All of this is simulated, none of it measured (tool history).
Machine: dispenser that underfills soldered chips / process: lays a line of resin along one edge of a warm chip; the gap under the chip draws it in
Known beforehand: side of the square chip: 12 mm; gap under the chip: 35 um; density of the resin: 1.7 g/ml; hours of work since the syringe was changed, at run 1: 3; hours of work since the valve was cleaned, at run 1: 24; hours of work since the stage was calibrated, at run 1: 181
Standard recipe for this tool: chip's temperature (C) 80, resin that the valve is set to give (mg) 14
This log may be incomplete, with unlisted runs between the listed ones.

run	day	chip's temperature (C)	resin that the valve is set to give (mg)	hours of work since the syringe was changed	hours of work since the valve was cleaned	hours of work since the stage was calibrated	time until the resin shows at the far edge (s)	resin that the valve gave (mg)
1	0	80	14	3	24	181	208	13.77
2	0.188	80	12.6	6	27	184	238.4	12.33
# day 0.421: new syringe of resin
3	0.488	80	12.6	1	32	189	192.8	12.34
4	0.742	75	12.6	5	36	193	273.3	12.11
5	0.971	75	13.1	9	39	196	313	12.61
# day 1.05: new syringe of resin
6	1.138	89	14	1	42	199	133	13.42
7	1.304	89	14	4	44	201	145.1	13.47
8	1.592	80	16.7	8	49	206	246.8	16.02
# day 1.671: new syringe of resin
9	1.904	80	16.7	4	54	211	202.2	15.89
10	2.075	80	16.7	6	56	213	229.3	15.87
# day 2.292: new syringe of resin
11	2.304	80	16.7	0	60	217	180.5	15.95
12	2.542	80	16.7	4	63	220	209.6	15.93
13	2.883	80	16.7	9	69	226	250.2	15.76
# day 2.912: new syringe of resin
14	3.108	80	14	3	72	229	202.8	13.15
15	3.417	80	14	8	77	234	247.2	13.04
# day 3.538: new syringe of resin
16	3.767	80	14	4	82	239	202.1	13.15
17	4.054	80	14	8	86	244	243	12.92
# day 4.179: new syringe of resin
18	4.371	80	14	3	91	248	199.8	12.96
19	4.558	80	14	6	94	251	227.3	12.85
# day 4.808: new syringe of resin
20	4.896	68	16.8	1	99	256	317.5	15.61
21	5.183	84	12.9	6	104	261	195	11.84
# day 5.425: new syringe of resin
22	5.462	71	13.7	1	108	265	279.7	12.47
23	5.721	82	14	5	112	269	201.5	12.8
# day 6.038: new syringe of resin
24	6.046	84	17.8	0	117	274	149.1	16.05
25	6.221	67	13.8	3	119	277	350.2	12.53
26	6.583	75	14	8	125	282	305.5	12.57
# day 6.658: new syringe of resin
27	6.862	75	14	3	129	286	254.5	12.42
28	7.142	77	17.5	8	134	291	270.6	15.6
# day 7.279: new syringe of resin
29	7.433	74	16.7	2	138	295	251.7	14.98
30	7.742	80	16.7	7	143	300	232.8	14.73
# day 7.896: new syringe of resin
31	7.929	70	13.2	0	146	303	285.4	11.69
# day 8.146: dispensing valve cleaned and set on the balance
32	8.262	70	13.2	5	2	307	333.8	13.17
# day 8.579: new syringe of resin
33	8.612	76	14	1	7	313	213.1	13.94
34	8.929	85	16.1	5	12	317	175.1	15.87
# day 9.2: new syringe of resin
35	9.275	85	16.1	1	17	323	151	15.91
36	9.475	78	17.5	4	20	326	223.7	17.31
37	9.688	93	14.3	8	24	329	137	13.98

A few steps of time until the resin shows at the far edge (s) between consecutive runs. Split each: what settings, incoming material and random variation would produce without the hidden state, and what is left over for the hidden state, along with gauge scatter present in only one of the two compared results (measured, and without hidden state):
Hidden conditions of the tool in this case: resin's viscosity, % of fresh resin's; dose that the valve gives, % of what is set; true chip temperature over the reading, C; drift of the gauge itself on fill_s, %; drift of the gauge itself on given_mg, %.
Run 5 -> 6: chip's temperature (C) 75 -> 89, resin that the valve is set to give (mg) 13.1 -> 14, new syringe of resin. time until the resin shows at the far edge (s) -180: hidden state -75.7, all else -104.3.
Run 20 -> 21: chip's temperature (C) 68 -> 84, resin that the valve is set to give (mg) 16.8 -> 12.9. time until the resin shows at the far edge (s) -122.5: hidden state +33, all else -155.5.
Run 24 -> 25: chip's temperature (C) 84 -> 67, resin that the valve is set to give (mg) 17.8 -> 13.8. time until the resin shows at the far edge (s) +201.1: hidden state +29.6, all else +171.5.
Run 25 -> 26: chip's temperature (C) 67 -> 75, resin that the valve is set to give (mg) 13.8 -> 14. time until the resin shows at the far edge (s) -44.7: hidden state +52.4, all else -97.1.
Run 30 -> 31: chip's temperature (C) 80 -> 70, resin that the valve is set to give (mg) 16.7 -> 13.2, new syringe of resin. time until the resin shows at the far edge (s) +52.6: hidden state -55, all else +107.6.

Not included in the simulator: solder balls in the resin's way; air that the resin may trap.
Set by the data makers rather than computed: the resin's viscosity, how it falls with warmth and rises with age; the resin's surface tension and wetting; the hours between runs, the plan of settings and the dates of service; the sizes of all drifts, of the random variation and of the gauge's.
